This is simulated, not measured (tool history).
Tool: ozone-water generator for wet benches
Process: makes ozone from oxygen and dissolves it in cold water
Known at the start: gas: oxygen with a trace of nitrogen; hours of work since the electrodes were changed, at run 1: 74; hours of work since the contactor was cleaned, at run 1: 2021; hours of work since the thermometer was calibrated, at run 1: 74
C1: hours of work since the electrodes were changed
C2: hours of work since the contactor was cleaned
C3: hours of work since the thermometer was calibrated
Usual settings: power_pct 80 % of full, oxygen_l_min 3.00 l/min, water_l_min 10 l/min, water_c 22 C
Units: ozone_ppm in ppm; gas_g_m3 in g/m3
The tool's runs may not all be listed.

run 1 hour=0.0 | power_pct=80 oxygen_l_min=3.00 water_l_min=10 water_c=22 | C1=74 C2=2021 C3=74 | ozone_ppm=30.2 gas_g_m3=245.9
run 2 hour=73.8 | power_pct=80 oxygen_l_min=3.00 water_l_min=10 water_c=22 | C1=130 C2=2077 C3=130 | ozone_ppm=30.1 gas_g_m3=246.9
run 3 hour=129.0 | power_pct=80 oxygen_l_min=3.00 water_l_min=10 water_c=22 | C1=172 C2=2119 C3=172 | ozone_ppm=29.8 gas_g_m3=246.1
run 4 hour=213.6 | power_pct=80 oxygen_l_min=3.00 water_l_min=10 water_c=22 | C1=237 C2=2184 C3=237 | ozone_ppm=29.8 gas_g_m3=245.3
run 5 hour=299.5 | power_pct=80 oxygen_l_min=3.00 water_l_min=10 water_c=22 | C1=302 C2=2249 C3=302 | ozone_ppm=29.7 gas_g_m3=242.3
run 6 hour=363.0 | power_pct=80 oxygen_l_min=3.00 water_l_min=15 water_c=22 | C1=351 C2=2298 C3=351 | ozone_ppm=22.7 gas_g_m3=245.7
run 7 hour=413.9 | power_pct=80 oxygen_l_min=3.00 water_l_min=15 water_c=22 | C1=389 C2=2336 C3=389 | ozone_ppm=22.5 gas_g_m3=245.9
run 8 hour=461.0 | power_pct=80 oxygen_l_min=3.00 water_l_min=15 water_c=22 | C1=425 C2=2372 C3=425 | ozone_ppm=22.9 gas_g_m3=243.4
run 9 hour=542.8 | power_pct=80 oxygen_l_min=3.00 water_l_min=15 water_c=22 | C1=488 C2=2435 C3=488 | ozone_ppm=22.6 gas_g_m3=247.2
run 10 hour=584.1 | power_pct=46 oxygen_l_min=3.00 water_l_min=10 water_c=22 | C1=519 C2=2466 C3=519 | ozone_ppm=21.2 gas_g_m3=174.3
run 11 hour=626.4 | power_pct=46 oxygen_l_min=3.00 water_l_min=10 water_c=22 | C1=552 C2=2499 C3=552 | ozone_ppm=21.4 gas_g_m3=174.1
run 12 hour=679.0 | power_pct=46 oxygen_l_min=3.00 water_l_min=10 water_c=22 | C1=592 C2=2539 C3=592 | ozone_ppm=21.1 gas_g_m3=174.5
run 13 hour=729.9 | power_pct=69 oxygen_l_min=1.64 water_l_min=10 water_c=19 | C1=631 C2=2578 C3=631 | ozone_ppm=24.9 gas_g_m3=275.5
run 14 hour=824.2 | power_pct=69 oxygen_l_min=1.64 water_l_min=10 water_c=19 | C1=703 C2=2650 C3=703 | ozone_ppm=25.0 gas_g_m3=277.4
run 15 hour=867.9 | power_pct=80 oxygen_l_min=2.14 water_l_min=8 water_c=22 | C1=736 C2=2683 C3=736 | ozone_ppm=33.0 gas_g_m3=278.6
run 16 hour=936.0 | power_pct=80 oxygen_l_min=2.14 water_l_min=9 water_c=22 | C1=788 C2=2735 C3=788 | ozone_ppm=30.4 gas_g_m3=278.7
run 17 hour=980.4 | power_pct=80 oxygen_l_min=2.89 water_l_min=7 water_c=25 | C1=822 C2=2769 C3=822 | ozone_ppm=34.2 gas_g_m3=250.0
run 18 hour=1034.5 | power_pct=80 oxygen_l_min=2.89 water_l_min=7 water_c=25 | C1=863 C2=2810 C3=863 | ozone_ppm=34.4 gas_g_m3=249.1
run 19 hour=1113.7 | power_pct=80 oxygen_l_min=3.03 water_l_min=10 water_c=25 | C1=924 C2=2871 C3=924 | ozone_ppm=28.5 gas_g_m3=244.2
run 20 hour=1155.6 | power_pct=80 oxygen_l_min=3.03 water_l_min=10 water_c=17 | C1=956 C2=2902 C3=956 | ozone_ppm=32.6 gas_g_m3=245.3
run 21 hour=1205.9 | power_pct=56 oxygen_l_min=2.10 water_l_min=6 water_c=29 | C1=994 C2=2941 C3=994 | ozone_ppm=27.4 gas_g_m3=225.9
run 22 hour=1302.9 | power_pct=78 oxygen_l_min=1.72 water_l_min=7 water_c=22 | C1=1068 C2=3015 C3=1068 | ozone_ppm=33.6 gas_g_m3=295.7
run 23 hour=1388.9 | power_pct=50 oxygen_l_min=3.00 water_l_min=9 water_c=22 | C1=1134 C2=3081 C3=1134 | ozone_ppm=23.4 gas_g_m3=183.9

5 ways to go on from here, each from the tool as it stands after run 23. What would each give?
run A hour=1456.1 | power_pct=50 oxygen_l_min=3.47 water_l_min=7 water_c=22 | C1=1185 C2=3132 C3=1185 | ozone_ppm=? gas_g_m3=?
run B hour=1456.1 | power_pct=61 oxygen_l_min=4.66 water_l_min=10 water_c=22 | C1=1185 C2=3132 C3=1185 | ozone_ppm=? gas_g_m3=?
run C hour=1456.1 | power_pct=50 oxygen_l_min=2.99 water_l_min=7 water_c=22 | C1=1185 C2=3132 C3=1185 | ozone_ppm=? gas_g_m3=?
run D hour=1456.1 | power_pct=71 oxygen_l_min=3.00 water_l_min=13 water_c=19 | C1=1185 C2=3132 C3=1185 | ozone_ppm=? gas_g_m3=?
run E hour=1456.1 | power_pct=50 oxygen_l_min=3.00 water_l_min=9 water_c=22 | C1=1185 C2=3132 C3=1185 | ozone_ppm=? gas_g_m3=?

run=A ozone_ppm=26.9 gas_g_m3=173.0
run=B ozone_ppm=26.1 gas_g_m3=177.3
run=C ozone_ppm=27.0 gas_g_m3=182.5
run=D ozone_ppm=24.1 gas_g_m3=229.7
run=E ozone_ppm=23.5 gas_g_m3=182.6
Without the tool's hidden state the same runs would have given:
run=A ozone_ppm=26.9 gas_g_m3=173.0
run=B ozone_ppm=26.1 gas_g_m3=177.3
run=C ozone_ppm=27.0 gas_g_m3=182.5
run=D ozone_ppm=24.1 gas_g_m3=229.7
run=E ozone_ppm=23.5 gas_g_m3=182.7
